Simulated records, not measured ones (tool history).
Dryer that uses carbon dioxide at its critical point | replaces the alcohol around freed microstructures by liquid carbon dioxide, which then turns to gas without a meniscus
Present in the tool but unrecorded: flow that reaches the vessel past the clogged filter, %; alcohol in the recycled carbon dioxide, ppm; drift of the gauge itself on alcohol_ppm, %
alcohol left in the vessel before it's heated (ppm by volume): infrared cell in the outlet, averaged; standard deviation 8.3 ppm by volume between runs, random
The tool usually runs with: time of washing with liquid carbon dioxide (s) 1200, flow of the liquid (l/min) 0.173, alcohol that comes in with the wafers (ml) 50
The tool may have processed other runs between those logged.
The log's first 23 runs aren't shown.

run   hour  time of washing with liquid carbon dioxide (s)  flow of the liquid (l/min)  alcohol that comes in with the wafers (ml)  hours of work since the filter was changed  hours of work since the purifier's bed was changed  alcohol left in the vessel before it's heated (ppm by volume)
 24  166.2                                            1140                       0.220                                          50                                         346                                                 172                                                            225
 25  170.7                                            1080                       0.173                                          29                                         348                                                 174                                                            558
 26  179.5                                            1380                       0.153                                          48                                         351                                                 177                                                            515
 27  189.3                                            1380                       0.245                                          97                                         355                                                 181                                                             65
 28  196.3                                            1860                       0.167                                          24                                         357                                                 183                                                             38
 29  202.5                                            1860                       0.167                                          24                                         360                                                 185                                                             39
 30  208.5                                             900                       0.134                                          37                                         362                                                 188                                                           3701
 31  214.3                                            1200                       0.214                                          31                                         364                                                 190                                                            130
 32  224.0                                            1140                       0.173                                          97                                         368                                                 193                                                           1474
 33  234.1                                            1140                       0.173                                          97                                         371                                                 197                                                           1482
 34  239.9                                            1140                       0.186                                          54                                         373                                                 199                                                            604
 35  244.4                                            1800                       0.173                                          23                                         375                                                 201                                                             42
 36  251.9                                            1860                       0.173                                          63                                         378                                                 203                                                             61
 37  258.7                                            1380                       0.268                                          88                                         380                                                 206                                                             38
 38  267.4                                            1140                       0.279                                          38                                         383                                                 209                                                             55
 39  275.6                                            1560                       0.139                                         104                                         386                                                 212                                                            940
 40  283.1                                            1500                       0.127                                          32                                         389                                                 215                                                            570
 41  292.8                                            1500                       0.117                                          57                                         393                                                 218                                                           1461
 42  302.3                                             960                       0.167                                          30                                         396                                                 222                                                           1144
 43  307.7                                            1620                       0.173                                          50                                         398                                                 224                                                            119
 44  312.9                                            1200                       0.211                                          75                                         400                                                 226                                                            322
 45  323.1                                            1200                       0.159                                          32                                         404                                                 229                                                            587
 46  332.6                                            1200                       0.170                                          66                                         407                                                 233                                                            904

What if the next run were any one of these 5? Each begins from the tool's condition after run 46:
  A  342.3                                            1200                       0.170                                          78                                         411                                                 236                                                              ?
  B  342.3                                            1020                       0.121                                         117                                         411                                                 236                                                              ?
  C  342.3                                            1740                       0.174                                          66                                         411                                                 236                                                              ?
  D  342.3                                             720                       0.170                                          32                                         411                                                 236                                                              ?
  E  342.3                                            1200                       0.289                                          60                                         411                                                 236                                                              ?

run  alcohol left in the vessel before it's heated (ppm by volume)
  A                                                           1037
  B                                                          11103
  C                                                             97
  D                                                           3149
  E                                                             40
Had the tool no hidden state, the same runs would have come out as:
run  alcohol left in the vessel before it's heated (ppm by volume)
  A                                                            743
  B                                                           9107
  C                                                             52
  D                                                           2582
  E                                                             15

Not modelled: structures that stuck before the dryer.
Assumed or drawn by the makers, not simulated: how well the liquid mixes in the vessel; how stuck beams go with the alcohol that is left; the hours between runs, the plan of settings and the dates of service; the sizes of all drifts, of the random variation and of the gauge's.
